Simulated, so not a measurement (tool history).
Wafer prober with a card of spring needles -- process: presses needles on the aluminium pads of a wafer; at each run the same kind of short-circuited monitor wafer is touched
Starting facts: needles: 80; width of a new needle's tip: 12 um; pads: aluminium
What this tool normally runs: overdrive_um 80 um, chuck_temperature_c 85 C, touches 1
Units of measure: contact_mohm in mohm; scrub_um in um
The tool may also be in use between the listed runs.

run   hour  overdrive_um  chuck_temperature_c  touches  contact_mohm  scrub_um
  1      0            80                   85        1           259     19.57
      10.3  -- tips cleaned on abrasive film
      22.3  -- tips cleaned on abrasive film
  2   30.6            80                   85        1           270     19.65
      33.3  -- tips cleaned on abrasive film
      46.2  -- tips cleaned on abrasive film
      59.5  -- tips cleaned on abrasive film
  3   59.5            80                   85        1           253     19.49
      72.8  -- tips cleaned on abrasive film
      85.8  -- tips cleaned on abrasive film
  4   86.4            80                   54        1           245     19.18
        97  -- tips cleaned on abrasive film
     110.2  -- tips cleaned on abrasive film
  5  115.7            80                   54        1           257     19.44
     122.7  -- tips cleaned on abrasive film
     133.3  -- tips cleaned on abrasive film
  6  135.6            80                   54        1           256     19.27
     145.9  -- tips cleaned on abrasive film
     159.2  -- tips cleaned on abrasive film
  7  164.3            80                   54        1           258     19.46
     172.3  -- tips cleaned on abrasive film
       183  -- tips cleaned on abrasive film
     193.6  -- tips cleaned on abrasive film
     206.8  -- tips cleaned on abrasive film
  8  207.5            80                   54        1           250     19.31
     217.6  -- tips cleaned on abrasive film
     220.4  -- height of the first contact set anew
       230  -- tips cleaned on abrasive film
  9  230.4            80                   54        1           245     20.49
     241.1  -- tips cleaned on abrasive film
     253.2  -- tips cleaned on abrasive film
 10  253.2            80                   54        1           244     20.51
       266  -- tips cleaned on abrasive film
       279  -- tips cleaned on abrasive film
 11  285.1            80                   54        1           257     20.63
     290.5  -- tips cleaned on abrasive film
     301.1  -- tips cleaned on abrasive film
     313.7  -- tips cleaned on abrasive film
     324.4  -- tips cleaned on abrasive film
 12  325.2            80                   54        1           243     19.95
     337.4  -- tips cleaned on abrasive film
     350.7  -- tips cleaned on abrasive film
     361.4  -- tips cleaned on abrasive film
 13  370.3            80                   54        1           263     20.26
       373  -- tips cleaned on abrasive film
     385.9  -- tips cleaned on abrasive film
 14  396.3            80                   54        1           266     20.46
     399.1  -- tips cleaned on abrasive film
     411.5  -- tips cleaned on abrasive film
 15  415.6            63                   64        2           267     15.78
     423.7  -- tips cleaned on abrasive film
     434.5  -- tips cleaned on abrasive film
 16  434.5            66                   88        3           256     16.24
     447.6  -- tips cleaned on abrasive film
     460.7  -- tips cleaned on abrasive film
     471.9  -- tips cleaned on abrasive film
 17  471.9            80                   64        2           247      19.5
     484.5  -- tips cleaned on abrasive film
     497.2  -- tips cleaned on abrasive film
     510.5  -- tips cleaned on abrasive film
 18  516.7            63                  102        1           287     15.45
     522.1  -- tips cleaned on abrasive film
     534.3  -- tips cleaned on abrasive film
 19  538.8            89                   45        2           248     22.33
     546.6  -- tips cleaned on abrasive film
     558.4  -- tips cleaned on abrasive film
     570.7  -- tips cleaned on abrasive film
 20  578.7            89                   45        2           252     21.85
     581.4  -- tips cleaned on abrasive film
     593.4  -- tips cleaned on abrasive film
 21  602.5            80                   62        2           264     19.72
     605.2  -- tips cleaned on abrasive film
     617.5  -- tips cleaned on abrasive film
     628.2  -- tips cleaned on abrasive film
       640  -- tips cleaned on abrasive film
 22    640            80                   54        1           247     19.56
     652.6  -- tips cleaned on abrasive film
     665.2  -- tips cleaned on abrasive film
     677.6  -- tips cleaned on abrasive film
 23  677.6            69                   37        1           242     16.71
     690.9  -- tips cleaned on abrasive film
     703.4  -- tips cleaned on abrasive film
 24  709.1            87                   74        1           261     21.28
     714.5  -- tips cleaned on abrasive film
     727.2  -- tips cleaned on abrasive film
     739.5  -- tips cleaned on abrasive film
 25  746.2            87                   74        1           268     21.34
     751.6  -- tips cleaned on abrasive film
     762.3  -- tips cleaned on abrasive film
     775.3  -- tips cleaned on abrasive film
 26  779.8            75                   50        2           253     17.89
     787.5  -- tips cleaned on abrasive film
     800.3  -- tips cleaned on abrasive film
     813.4  -- tips cleaned on abrasive film
 27  815.7            99                   53        1           245     24.04
     826.2  -- tips cleaned on abrasive film
     838.7  -- tips cleaned on abrasive film
 28    848            99                   53        1           261     23.63

4 ways to go on from here, each from the tool as it stands after run 28. What would each give?
     850.7  -- tips cleaned on abrasive film
     861.4  -- tips cleaned on abrasive film
     868.8  -- height of the first contact set anew
     873.5  -- tips cleaned on abrasive film
     885.8  -- tips cleaned on abrasive film
  A  888.2            99                   53        3             ?         ?
     850.7  -- tips cleaned on abrasive film
     861.4  -- tips cleaned on abrasive film
     868.8  -- height of the first contact set anew
     873.5  -- tips cleaned on abrasive film
     885.8  -- tips cleaned on abrasive film
  B  888.2            64                   42        2             ?         ?
     850.7  -- tips cleaned on abrasive film
     861.4  -- tips cleaned on abrasive film
     868.8  -- height of the first contact set anew
     873.5  -- tips cleaned on abrasive film
     885.8  -- tips cleaned on abrasive film
  C  888.2            99                   36        2             ?         ?
     850.7  -- tips cleaned on abrasive film
     861.4  -- tips cleaned on abrasive film
     868.8  -- height of the first contact set anew
     873.5  -- tips cleaned on abrasive film
     885.8  -- tips cleaned on abrasive film
  D  888.2            99                   53        1             ?         ?

run  contact_mohm  scrub_um
  A           244     25.41
  B           258     16.42
  C           242     25.14
  D           246     25.02
The same runs, with their run-to-run variation unchanged, on a tool lacking any hidden condition would have given:
run  contact_mohm  scrub_um
  A           240     25.45
  B           245     16.47
  C           236     25.18
  D           238     25.07
